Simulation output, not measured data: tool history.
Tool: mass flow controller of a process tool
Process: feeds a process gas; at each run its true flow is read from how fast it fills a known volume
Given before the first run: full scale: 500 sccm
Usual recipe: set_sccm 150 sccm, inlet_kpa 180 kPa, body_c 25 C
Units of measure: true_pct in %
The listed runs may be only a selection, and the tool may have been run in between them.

run 1 day=0.000 | set_sccm=150 inlet_kpa=180 body_c=25 | true_pct=96.61
run 2 day=3.875 | set_sccm=150 inlet_kpa=180 body_c=25 | true_pct=96.70
run 3 day=6.904 | set_sccm=150 inlet_kpa=180 body_c=25 | true_pct=96.51
run 4 day=8.788 | set_sccm=150 inlet_kpa=180 body_c=25 | true_pct=96.46
run 5 day=10.950 | set_sccm=150 inlet_kpa=180 body_c=25 | true_pct=96.36
run 6 day=13.633 | set_sccm=150 inlet_kpa=180 body_c=25 | true_pct=96.40
run 7 day=17.717 | set_sccm=159 inlet_kpa=180 body_c=25 | true_pct=96.40
run 8 day=20.879 | set_sccm=159 inlet_kpa=180 body_c=25 | true_pct=96.36
run 9 day=22.667 | set_sccm=150 inlet_kpa=180 body_c=25 | true_pct=96.12
run 10 day=24.358 | set_sccm=150 inlet_kpa=180 body_c=25 | true_pct=96.34
run 11 day=27.492 | set_sccm=150 inlet_kpa=180 body_c=25 | true_pct=96.09
run 12 day=29.933 | set_sccm=150 inlet_kpa=180 body_c=25 | true_pct=96.15
-- day=30.321 controller's zero set anew
run 13 day=32.442 | set_sccm=150 inlet_kpa=180 body_c=25 | true_pct=95.80
run 14 day=34.738 | set_sccm=150 inlet_kpa=180 body_c=25 | true_pct=95.67
run 15 day=38.288 | set_sccm=150 inlet_kpa=180 body_c=25 | true_pct=95.68
run 16 day=41.804 | set_sccm=150 inlet_kpa=180 body_c=25 | true_pct=95.62
run 17 day=44.046 | set_sccm=150 inlet_kpa=180 body_c=25 | true_pct=95.69
run 18 day=47.900 | set_sccm=150 inlet_kpa=180 body_c=25 | true_pct=95.38
run 19 day=51.058 | set_sccm=150 inlet_kpa=180 body_c=25 | true_pct=95.48
run 20 day=53.154 | set_sccm=150 inlet_kpa=180 body_c=30 | true_pct=94.83
-- day=54.788 controller's zero set anew, once more
run 21 day=56.162 | set_sccm=126 inlet_kpa=173 body_c=29 | true_pct=97.27

Run 22 has not been measured yet. What should we expect?
run 22 day=59.188 | set_sccm=126 inlet_kpa=173 body_c=29 | true_pct=?

true_pct: 97.10 %
Without the tool's hidden state the same run would have given true_pct 97.50 %.
